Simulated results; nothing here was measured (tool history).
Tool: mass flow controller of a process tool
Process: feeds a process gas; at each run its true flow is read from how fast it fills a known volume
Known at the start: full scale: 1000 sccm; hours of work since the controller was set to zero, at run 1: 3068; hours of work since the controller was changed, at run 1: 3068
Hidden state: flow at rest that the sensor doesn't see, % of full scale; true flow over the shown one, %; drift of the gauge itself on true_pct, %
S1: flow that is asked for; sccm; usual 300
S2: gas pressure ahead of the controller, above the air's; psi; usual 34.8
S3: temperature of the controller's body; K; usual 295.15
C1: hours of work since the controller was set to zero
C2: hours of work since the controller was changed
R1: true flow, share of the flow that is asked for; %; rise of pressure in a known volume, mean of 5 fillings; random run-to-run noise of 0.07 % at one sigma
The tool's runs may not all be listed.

run	hour	S1	S2	S3	C1	C2	R1
1	0.0	300	34.8	295.15	3068	3068	98.13
2	107.2	300	34.8	295.15	3134	3134	98.16
3	308.0	300	34.8	295.15	3258	3258	98.06
4	501.6	300	34.8	295.15	3377	3377	98.06
5	668.9	300	34.8	295.15	3481	3481	97.87
6	758.7	300	20.9	295.15	3536	3536	97.29
7	948.4	300	20.9	295.15	3654	3654	97.16
8	1092.3	300	20.9	295.15	3742	3742	97.15
9	1260.3	300	20.9	295.15	3846	3846	96.95
10	1469.7	300	34.8	295.15	3976	3976	97.52
11	1667.6	300	34.8	295.15	4098	4098	97.57
12	1827.4	300	34.8	295.15	4197	4197	97.43
13	2027.9	300	34.8	295.15	4320	4320	97.43
14	2212.9	124	37.1	306.15	4435	4435	98.10
15	2305.6	124	37.1	306.15	4492	4492	98.07
16	2393.6	124	34.8	307.15	4546	4546	98.18
17	2501.8	125	34.8	295.15	4613	4613	96.63
18	2659.1	121	34.8	295.15	4710	4710	96.59
19	2825.7	121	25.8	300.15	4813	4813	96.80
20	2926.6	121	25.8	300.15	4876	4876	96.64
21	3044.0	607	34.4	311.15	4948	4948	99.50
22	3230.5	392	27.4	302.15	5064	5064	97.54
23	3407.7	392	27.4	302.15	5173	5173	97.40
24	3553.6	120	29.7	295.15	5263	5263	96.01
25	3761.3	266	31.9	297.15	5392	5392	96.58
# hour 3854.2: gauge calibrated
26	3854.2	305	34.8	295.15	5449	5449	98.20

Table of differences, measured result less the result of that run with no hidden state. Run-to-run variation is the same in both. Gauge scatter possibly is not:
run	R1
1	-0.01
2	-0.06
3	-0.15
4	-0.23
5	-0.30
6	-0.33
7	-0.42
8	-0.48
9	-0.56
10	-0.65
11	-0.73
12	-0.81
13	-0.89
14	-1.00
15	-1.03
16	-1.08
17	-1.10
18	-1.18
19	-1.25
20	-1.30
21	-1.38
22	-1.43
23	-1.51
24	-1.56
25	-1.66
26	-0.01

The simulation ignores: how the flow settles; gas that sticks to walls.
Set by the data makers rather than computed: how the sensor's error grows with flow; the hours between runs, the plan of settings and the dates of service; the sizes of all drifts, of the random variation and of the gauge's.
